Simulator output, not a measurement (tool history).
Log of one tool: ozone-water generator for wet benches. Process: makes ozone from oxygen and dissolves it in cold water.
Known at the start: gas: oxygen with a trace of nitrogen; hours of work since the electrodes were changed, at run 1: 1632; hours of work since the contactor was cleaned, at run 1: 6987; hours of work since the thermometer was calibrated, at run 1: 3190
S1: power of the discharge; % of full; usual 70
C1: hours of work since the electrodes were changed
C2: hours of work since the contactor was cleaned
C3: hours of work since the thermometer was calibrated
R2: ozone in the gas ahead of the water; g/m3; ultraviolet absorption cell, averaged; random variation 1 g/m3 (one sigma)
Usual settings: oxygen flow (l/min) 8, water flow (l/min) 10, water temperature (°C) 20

{"run": 1, "day": 0.0, "S1": 70, "oxygen flow (l/min)": 8, "water flow (l/min)": 10, "water temperature (°C)": 20, "C1": 1632, "C2": 6987, "C3": 3190, "dissolved ozone (ppm)": 23.3, "R2": 180.7}
{"run": 2, "day": 4.458, "S1": 70, "oxygen flow (l/min)": 8, "water flow (l/min)": 10, "water temperature (°C)": 20, "C1": 1700, "C2": 7054, "C3": 3257, "dissolved ozone (ppm)": 23.1, "R2": 181.8}
{"run": 3, "day": 6.917, "S1": 70, "oxygen flow (l/min)": 8, "water flow (l/min)": 10, "water temperature (°C)": 20, "C1": 1737, "C2": 7091, "C3": 3294, "dissolved ozone (ppm)": 23.4, "R2": 179.9}
{"run": 4, "day": 11.558, "S1": 70, "oxygen flow (l/min)": 8, "water flow (l/min)": 10, "water temperature (°C)": 20, "C1": 1807, "C2": 7161, "C3": 3364, "dissolved ozone (ppm)": 23, "R2": 181.2}
{"run": 5, "day": 15.683, "S1": 70, "oxygen flow (l/min)": 8, "water flow (l/min)": 10, "water temperature (°C)": 20, "C1": 1869, "C2": 7223, "C3": 3427, "dissolved ozone (ppm)": 23.1, "R2": 181.1}
{"run": 6, "day": 18.962, "S1": 70, "oxygen flow (l/min)": 8, "water flow (l/min)": 10, "water temperature (°C)": 20, "C1": 1918, "C2": 7273, "C3": 3476, "dissolved ozone (ppm)": 23.2, "R2": 182}
{"run": 7, "day": 21.842, "S1": 70, "oxygen flow (l/min)": 8, "water flow (l/min)": 10, "water temperature (°C)": 20, "C1": 1962, "C2": 7316, "C3": 3519, "dissolved ozone (ppm)": 22.9, "R2": 181.9}
{"run": 8, "day": 24.288, "S1": 70, "oxygen flow (l/min)": 8, "water flow (l/min)": 10, "water temperature (°C)": 20, "C1": 1999, "C2": 7353, "C3": 3556, "dissolved ozone (ppm)": 23, "R2": 179.9}
{"run": 9, "day": 27.021, "S1": 70, "oxygen flow (l/min)": 8, "water flow (l/min)": 10, "water temperature (°C)": 20, "C1": 2040, "C2": 7394, "C3": 3598, "dissolved ozone (ppm)": 23.3, "R2": 181.8}
{"run": 10, "day": 31.279, "S1": 70, "oxygen flow (l/min)": 8, "water flow (l/min)": 9, "water temperature (°C)": 20, "C1": 2104, "C2": 7459, "C3": 3662, "dissolved ozone (ppm)": 24.5, "R2": 182.4}
{"run": 11, "day": 33.325, "S1": 70, "oxygen flow (l/min)": 10.67, "water flow (l/min)": 9, "water temperature (°C)": 20, "C1": 2135, "C2": 7490, "C3": 3693, "dissolved ozone (ppm)": 23, "R2": 159.1}
{"run": 12, "day": 36.196, "S1": 70, "oxygen flow (l/min)": 8, "water flow (l/min)": 10, "water temperature (°C)": 28, "C1": 2178, "C2": 7533, "C3": 3736, "dissolved ozone (ppm)": 19.1, "R2": 181.4}
{"run": 13, "day": 39.971, "S1": 70, "oxygen flow (l/min)": 8, "water flow (l/min)": 10, "water temperature (°C)": 28, "C1": 2235, "C2": 7590, "C3": 3793, "dissolved ozone (ppm)": 19.1, "R2": 182.3}
{"run": 14, "day": 43.279, "S1": 79, "oxygen flow (l/min)": 8, "water flow (l/min)": 10, "water temperature (°C)": 20, "C1": 2285, "C2": 7640, "C3": 3843, "dissolved ozone (ppm)": 25.7, "R2": 200.4}
{"run": 15, "day": 45.929, "S1": 79, "oxygen flow (l/min)": 8, "water flow (l/min)": 10, "water temperature (°C)": 20, "C1": 2325, "C2": 7680, "C3": 3883, "dissolved ozone (ppm)": 25.3, "R2": 201.1}
{"run": 16, "day": 48.254, "S1": 66, "oxygen flow (l/min)": 8, "water flow (l/min)": 10, "water temperature (°C)": 20, "C1": 2360, "C2": 7715, "C3": 3918, "dissolved ozone (ppm)": 22.3, "R2": 174.7}
{"run": 17, "day": 52.212, "S1": 66, "oxygen flow (l/min)": 8, "water flow (l/min)": 10, "water temperature (°C)": 20, "C1": 2420, "C2": 7774, "C3": 3978, "dissolved ozone (ppm)": 22.4, "R2": 174.9}
{"run": 18, "day": 55.508, "S1": 66, "oxygen flow (l/min)": 6.02, "water flow (l/min)": 10, "water temperature (°C)": 13, "C1": 2470, "C2": 7824, "C3": 4027, "dissolved ozone (ppm)": 26.6, "R2": 197.6}
{"run": 19, "day": 59.579, "S1": 70, "oxygen flow (l/min)": 8, "water flow (l/min)": 7, "water temperature (°C)": 20, "C1": 2531, "C2": 7886, "C3": 4089, "dissolved ozone (ppm)": 27.3, "R2": 182.9}
{"run": 20, "day": 62.229, "S1": 70, "oxygen flow (l/min)": 8, "water flow (l/min)": 7, "water temperature (°C)": 15, "C1": 2571, "C2": 7926, "C3": 4129, "dissolved ozone (ppm)": 30.5, "R2": 183.4}
{"day": 63.925, "done": "water thermometer calibrated"}
{"run": 21, "day": 66.854, "S1": 70, "oxygen flow (l/min)": 8, "water flow (l/min)": 10, "water temperature (°C)": 26, "C1": 2640, "C2": 7995, "C3": 44, "dissolved ozone (ppm)": 20.1, "R2": 182.5}
{"run": 22, "day": 70.025, "S1": 95, "oxygen flow (l/min)": 8, "water flow (l/min)": 7, "water temperature (°C)": 17, "C1": 2688, "C2": 8043, "C3": 92, "dissolved ozone (ppm)": 37.3, "R2": 230.3}
{"run": 23, "day": 73.217, "S1": 46, "oxygen flow (l/min)": 4.46, "water flow (l/min)": 7, "water temperature (°C)": 27, "C1": 2736, "C2": 8091, "C3": 140, "dissolved ozone (ppm)": 18.4, "R2": 170.1}
{"run": 24, "day": 77.971, "S1": 46, "oxygen flow (l/min)": 4.46, "water flow (l/min)": 7, "water temperature (°C)": 27, "C1": 2808, "C2": 8163, "C3": 212, "dissolved ozone (ppm)": 18.6, "R2": 170.6}
{"run": 25, "day": 80.467, "S1": 46, "oxygen flow (l/min)": 4.46, "water flow (l/min)": 7, "water temperature (°C)": 27, "C1": 2846, "C2": 8200, "C3": 249, "dissolved ozone (ppm)": 18.3, "R2": 170}
{"run": 26, "day": 83.192, "S1": 54, "oxygen flow (l/min)": 8, "water flow (l/min)": 12, "water temperature (°C)": 20, "C1": 2887, "C2": 8241, "C3": 291, "dissolved ozone (ppm)": 17.5, "R2": 153.4}
{"run": 27, "day": 86.088, "S1": 71, "oxygen flow (l/min)": 8, "water flow (l/min)": 7, "water temperature (°C)": 20, "C1": 2930, "C2": 8285, "C3": 334, "dissolved ozone (ppm)": 27.2, "R2": 186.3}
{"run": 28, "day": 88.875, "S1": 62, "oxygen flow (l/min)": 8, "water flow (l/min)": 15, "water temperature (°C)": 20, "C1": 2973, "C2": 8327, "C3": 376, "dissolved ozone (ppm)": 17.3, "R2": 168.5}
{"day": 90.246, "done": "gauge calibrated"}
{"run": 29, "day": 92.167, "S1": 62, "oxygen flow (l/min)": 8, "water flow (l/min)": 15, "water temperature (°C)": 20, "C1": 3022, "C2": 8377, "C3": 426, "dissolved ozone (ppm)": 17, "R2": 164.8}
{"run": 30, "day": 96.996, "S1": 88, "oxygen flow (l/min)": 8, "water flow (l/min)": 13, "water temperature (°C)": 20, "C1": 3095, "C2": 8450, "C3": 499, "dissolved ozone (ppm)": 24, "R2": 215.9}
{"run": 31, "day": 99.717, "S1": 88, "oxygen flow (l/min)": 8, "water flow (l/min)": 13, "water temperature (°C)": 20, "C1": 3136, "C2": 8491, "C3": 540, "dissolved ozone (ppm)": 24.2, "R2": 214.8}

Forecast each of these 5 alternatives for the next run:
{"run": "A", "day": 103.425, "S1": 70, "oxygen flow (l/min)": 4.36, "water flow (l/min)": 10, "water temperature (°C)": 20, "C1": 3192, "C2": 8547, "C3": 596, "dissolved ozone (ppm)": "?", "R2": "?"}
{"run": "B", "day": 103.425, "S1": 70, "oxygen flow (l/min)": 6.24, "water flow (l/min)": 14, "water temperature (°C)": 20, "C1": 3192, "C2": 8547, "C3": 596, "dissolved ozone (ppm)": "?", "R2": "?"}
{"run": "C", "day": 103.425, "S1": 69, "oxygen flow (l/min)": 8.35, "water flow (l/min)": 7, "water temperature (°C)": 20, "C1": 3192, "C2": 8547, "C3": 596, "dissolved ozone (ppm)": "?", "R2": "?"}
{"run": "D", "day": 103.425, "S1": 73, "oxygen flow (l/min)": 8, "water flow (l/min)": 10, "water temperature (°C)": 12, "C1": 3192, "C2": 8547, "C3": 596, "dissolved ozone (ppm)": "?", "R2": "?"}
{"run": "E", "day": 103.425, "S1": 57, "oxygen flow (l/min)": 8.76, "water flow (l/min)": 8, "water temperature (°C)": 20, "C1": 3192, "C2": 8547, "C3": 596, "dissolved ozone (ppm)": "?", "R2": "?"}

run=A dissolved_ozone_(ppm)=24.4 R2=232.1
run=B dissolved_ozone_(ppm)=19.8 R2=199.7
run=C dissolved_ozone_(ppm)=26.9 R2=176
run=D dissolved_ozone_(ppm)=28.8 R2=183.9
run=E dissolved_ozone_(ppm)=21.7 R2=149
Without the tool's hidden state the same runs would have given:
run=A dissolved_ozone_(ppm)=24.4 R2=231.2
run=B dissolved_ozone_(ppm)=19.8 R2=198.9
run=C dissolved_ozone_(ppm)=26.9 R2=175.3
run=D dissolved_ozone_(ppm)=28.9 R2=183.2
run=E dissolved_ozone_(ppm)=21.7 R2=148.4
